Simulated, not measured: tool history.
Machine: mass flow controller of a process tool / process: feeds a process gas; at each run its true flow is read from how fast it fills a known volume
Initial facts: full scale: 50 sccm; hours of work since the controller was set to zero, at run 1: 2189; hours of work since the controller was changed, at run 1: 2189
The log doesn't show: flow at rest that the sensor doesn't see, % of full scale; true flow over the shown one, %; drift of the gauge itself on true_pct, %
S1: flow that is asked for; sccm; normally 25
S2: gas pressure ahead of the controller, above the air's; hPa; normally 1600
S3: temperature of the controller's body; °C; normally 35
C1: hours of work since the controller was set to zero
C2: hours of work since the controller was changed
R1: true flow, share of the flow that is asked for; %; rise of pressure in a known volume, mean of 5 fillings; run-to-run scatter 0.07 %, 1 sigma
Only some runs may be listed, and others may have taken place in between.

Run 1, hour 0.0: usual settings; C1 2189; C2 2189. Result: R1 97.64 %.
Run 2, hour 119.8: usual settings; C1 2263; C2 2263. Result: R1 97.46 %.
Run 3, hour 195.5: usual settings; C1 2309; C2 2309. Result: R1 97.41 %.
Run 4, hour 252.3: usual settings but S2 1720 hPa; C1 2344; C2 2344. Result: R1 97.38 %.
Run 5, hour 338.0: usual settings but S2 1720 hPa; C1 2397; C2 2397. Result: R1 97.43 %.
Run 6, hour 441.0: usual settings but S2 1720 hPa; C1 2460; C2 2460. Result: R1 97.43 %.
Run 7, hour 520.8: usual settings but S1 7 sccm, S3 27 °C; C1 2509; C2 2509. Result: R1 96.81 %.

Run 8 comes next. What will it give?
Run 8, hour 581.4: usual settings but S1 7 sccm, S3 27 °C; C1 2546; C2 2546. Result: R1 ?.

{"run 8": {"R1": 96.6}}
On a tool with no hidden condition, and with the same random variation, this run would have come out at R1 99.24 %.

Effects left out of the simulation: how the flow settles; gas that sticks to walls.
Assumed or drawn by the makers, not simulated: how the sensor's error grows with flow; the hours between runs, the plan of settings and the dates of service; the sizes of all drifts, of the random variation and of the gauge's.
